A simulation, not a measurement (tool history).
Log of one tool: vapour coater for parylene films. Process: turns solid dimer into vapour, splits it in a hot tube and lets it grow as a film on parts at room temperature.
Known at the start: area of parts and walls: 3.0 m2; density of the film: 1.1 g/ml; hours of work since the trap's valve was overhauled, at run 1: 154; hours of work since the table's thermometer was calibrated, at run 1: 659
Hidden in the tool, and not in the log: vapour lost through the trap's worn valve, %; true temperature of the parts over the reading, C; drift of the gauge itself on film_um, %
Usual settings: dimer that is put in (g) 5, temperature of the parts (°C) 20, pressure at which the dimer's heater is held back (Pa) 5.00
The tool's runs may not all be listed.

run,hour,dimer that is put in (g),temperature of the parts (°C),pressure at which the dimer's heater is held back (Pa),hours of work since the trap's valve was overhauled,hours of work since the table's thermometer was calibrated,thickness of the film (um)
1,0.0,5,20,5.00,154,659,1.12
2,46.5,2,20,5.00,189,694,0.46
3,105.4,5,20,5.00,234,739,1.15
4,143.5,5,20,2.17,262,768,1.36
5,182.1,5,20,5.00,292,797,1.14
6,214.1,5,20,5.00,316,821,1.13
7,253.7,5,20,5.00,346,851,1.14
8,303.2,5,20,5.00,384,889,1.13
9,333.8,5,20,5.00,407,912,1.14
# hour 342.0: table's thermometer calibrated
# hour 371.3: trap's valve overhauled
10,375.7,5,20,5.00,3,23,1.13
11,411.2,5,20,5.00,30,49,1.12
12,461.4,5,20,5.00,68,88,1.15
13,505.4,5,20,5.00,102,121,1.15
14,568.8,5,20,5.00,150,169,1.13
15,620.6,5,16,5.00,189,208,1.37
16,666.6,3,20,5.00,224,243,0.67
17,700.8,5,27,8.58,250,269,0.71
18,740.2,8,30,4.17,280,299,1.19
19,789.1,8,18,4.17,317,336,2.06
20,854.7,9,20,5.00,367,386,2.05
21,917.8,9,29,5.74,414,434,1.29
# hour 944.3: trap's valve overhauled
22,950.9,4,29,5.74,5,456,0.57
23,1011.5,5,20,8.02,51,502,1.02
24,1068.1,5,20,8.02,94,545,1.04
25,1128.3,5,20,8.02,140,590,1.03
26,1154.8,2,28,7.48,160,610,0.28
27,1202.0,4,28,4.11,195,646,0.65

4 ways to go on from here, each from the tool as it stands after run 27. What would each give?
A,1264.1,5,24,5.04,243,693,?
B,1264.1,5,20,11.48,243,693,?
C,1264.1,5,20,4.06,243,693,?
D,1264.1,4,24,4.11,243,693,?

run,thickness of the film (um)
A,0.93
B,0.96
C,1.19
D,0.77
Without the tool's hidden state the same runs would have given:
run,thickness of the film (um)
A,0.94
B,0.96
C,1.19
D,0.78

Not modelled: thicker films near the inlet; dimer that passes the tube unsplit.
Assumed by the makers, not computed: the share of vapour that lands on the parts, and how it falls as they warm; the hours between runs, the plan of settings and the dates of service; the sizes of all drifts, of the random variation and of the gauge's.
